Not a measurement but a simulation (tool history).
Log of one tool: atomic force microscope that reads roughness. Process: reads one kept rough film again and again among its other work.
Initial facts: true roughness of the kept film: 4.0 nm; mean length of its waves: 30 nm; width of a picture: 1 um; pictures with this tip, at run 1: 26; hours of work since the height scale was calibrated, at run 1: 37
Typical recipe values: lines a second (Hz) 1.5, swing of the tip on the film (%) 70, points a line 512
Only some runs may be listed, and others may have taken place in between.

run   hour  lines a second (Hz)  swing of the tip on the film (%)  points a line  pictures with this tip  hours of work since the height scale was calibrated  roughness of the kept film (nm (root mean square))
  1      0                  1.5                                70            512                      26                                                   37                                                3.16
  2   18.2                  1.5                                70            901                      40                                                   44                                               3.055
  3   35.8                  1.5                                70            879                      53                                                   52                                                2.92
  4   50.7                  1.5                                70            879                      64                                                   58                                               2.825
  5   67.3                  1.5                                70            512                      76                                                   65                                               2.745
  6   80.3                 1.49                                70            512                      85                                                   70                                               2.688
  7   91.9                 1.49                                70            512                      94                                                   75                                               2.612
  8  107.5                  1.5                                87            512                     105                                                   82                                               2.473
     109.8  -- new tip fitted
  9  122.7                  1.5                                87            906                       9                                                   88                                               3.252
 10  134.8                 1.15                                70            512                      18                                                   93                                               3.286
 11  149.3                  1.5                                70            650                      29                                                   99                                               3.169
 12  159.1                  1.5                                70            650                      36                                                  103                                               3.071
 13  181.2                  1.5                                70            938                      52                                                  112                                               2.973
 14    200                  1.5                                69            938                      66                                                  120                                                2.86
 15  212.1                  1.5                                59            938                      75                                                  125                                               2.805
 16  227.1                  1.5                                67            512                      86                                                  131                                               2.719
 17  247.2                  1.5                                67            512                     101                                                  140                                               2.625
     255.3  -- new tip fitted
 18  262.7                 0.76                                70            512                       6                                                  146                                                3.41
 19  278.2                  0.7                                70            512                      17                                                  153                                               3.313
 20  298.6                  0.7                                70            512                      32                                                  161                                               3.133
 21  317.7                 1.09                                57            512                      46                                                  169                                               3.024
 22  333.1                 1.09                                57            512                      57                                                  176                                               2.959
 23  343.2                 1.27                                85            512                      65                                                  180                                               2.805
 24  354.3                 0.81                                85            277                      73                                                  184                                                2.75
 25    377                  1.5                                57            512                      89                                                  194                                               2.697
 26    398                  1.5                                57            512                     105                                                  203                                               2.572
     399.9  -- new tip fitted
 27  416.2                 0.87                                84            512                      12                                                  210                                               3.286
 28    437                 0.87                                84            812                      27                                                  219                                               3.174
 29  454.8                 3.06                                81            812                      40                                                  226                                               2.882
 30    471                 0.86                                60            468                      52                                                  233                                                3.02
 31  486.5                  1.5                                87            366                      63                                                  239                                               2.743
 32  505.1                 2.54                                87            270                      77                                                  247                                               2.565
 33    518                 1.35                                59            512                      87                                                  253                                               2.737
 34  528.6                 1.04                                79            512                      94                                                  257                                               2.636
     545.4  -- new tip fitted
 35  549.3                 1.04                                79            512                       3                                                  266                                                 3.4
 36  567.1                  0.8                                79            282                      16                                                  273                                               3.246
 37  587.7                 1.76                                79            282                      31                                                  282                                               3.071

Pick out some run-to-run changes in roughness of the kept film (nm (root mean square)). Of each, how much would a tool without hidden state show as well, from the settings, what came in and chance, and how much is left for the hidden state and any gauge scatter not in both results compared?
The tool's hidden condition here consists of: radius of the tip, nm; height scale over the true one, %; drift of the gauge itself on roughness_nm, %.
Run 8 -> 9: points a line 512 -> 906, new tip fitted. roughness of the kept film (nm (root mean square)) +0.779: hidden state +0.793, all else -0.014.
Run 17 -> 18: lines a second (Hz) 1.5 -> 0.76, swing of the tip on the film (%) 67 -> 70, new tip fitted. roughness of the kept film (nm (root mean square)) +0.785: hidden state +0.779, all else +0.006.
Run 34 -> 35: new tip fitted. roughness of the kept film (nm (root mean square)) +0.764: hidden state +0.784, all else -0.02.
